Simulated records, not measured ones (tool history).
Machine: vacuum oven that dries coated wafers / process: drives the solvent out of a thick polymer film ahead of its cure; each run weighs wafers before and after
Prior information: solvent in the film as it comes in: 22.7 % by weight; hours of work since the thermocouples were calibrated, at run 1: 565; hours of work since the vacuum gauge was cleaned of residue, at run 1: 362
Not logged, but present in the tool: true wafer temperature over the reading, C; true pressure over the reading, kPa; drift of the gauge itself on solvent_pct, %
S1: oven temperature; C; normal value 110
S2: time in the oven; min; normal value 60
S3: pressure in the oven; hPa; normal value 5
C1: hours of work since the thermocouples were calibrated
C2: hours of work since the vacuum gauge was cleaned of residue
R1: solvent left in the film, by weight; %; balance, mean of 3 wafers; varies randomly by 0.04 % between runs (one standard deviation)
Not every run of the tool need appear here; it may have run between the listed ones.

| run | day | S1 | S2 | S3 | C1 | C2 | R1 |
|---|---|---|---|---|---|---|---|
| 1 | 0 | 110 | 60 | 5 | 565 | 362 | 1.34 |
| 2 | 1.879 | 112 | 60 | 5 | 591 | 388 | 1.01 |
| 3 | 5.183 | 112 | 60 | 5 | 637 | 434 | 0.97 |
| 4 | 7.379 | 112 | 60 | 5 | 668 | 464 | 0.97 |
| 5 | 9.617 | 112 | 60 | 5 | 699 | 496 | 1.07 |
| 6 | 11.221 | 109 | 60 | 5 | 721 | 518 | 1.53 |
| 7 | 13.45 | 109 | 95 | 5 | 752 | 549 | 0.76 |
| 8 | 16.404 | 109 | 95 | 5 | 793 | 590 | 0.69 |
| 9 | 18.271 | 109 | 95 | 5 | 819 | 616 | 0.68 |
| 10 | 19.912 | 110 | 48 | 5 | 842 | 639 | 2.01 |
| 11 | 22.392 | 110 | 48 | 5 | 876 | 673 | 2.05 |
|  | 22.679 | oven's thermocouples calibrated |
| 12 | 23.992 | 110 | 48 | 5 | 18 | 694 | 2.04 |
| 13 | 26.567 | 116 | 48 | 12.97 | 54 | 730 | 1.55 |
| 14 | 29.688 | 116 | 81 | 12.97 | 97 | 773 | 1.09 |
| 15 | 31.525 | 113 | 82 | 5 | 123 | 799 | 0.51 |
| 16 | 34.192 | 110 | 60 | 5.51 | 160 | 836 | 1.37 |
| 17 | 36.458 | 110 | 60 | 5.51 | 191 | 867 | 1.41 |
| 18 | 39.542 | 122 | 93 | 8.04 | 234 | 910 | 0.56 |
| 19 | 41.058 | 122 | 93 | 8.04 | 255 | 931 | 0.58 |
| 20 | 43.862 | 102 | 60 | 5.18 | 294 | 970 | 3.57 |
| 21 | 47.412 | 102 | 60 | 3.53 | 344 | 1019 | 3.43 |
| 22 | 49.904 | 111 | 48 | 9.6 | 378 | 1054 | 2.29 |

Branching from run 22: 4 alternative next runs. What would each branch give?
| A | 52.008 | 119 | 46 | 12 | 407 | 1083 | ? |
| B | 52.008 | 115 | 50 | 5.62 | 407 | 1083 | ? |
| C | 52.008 | 111 | 74 | 9.6 | 407 | 1083 | ? |
| D | 52.008 | 110 | 44 | 6.04 | 407 | 1083 | ? |

| run | R1 |
|---|---|
| A | 1.1 |
| B | 0.93 |
| C | 1.22 |
| D | 2.4 |
Stripped of hidden state, with their random variation kept, the same runs would have yielded:
| run | R1 |
|---|---|
| A | 1.1 |
| B | 0.92 |
| C | 1.21 |
| D | 2.39 |
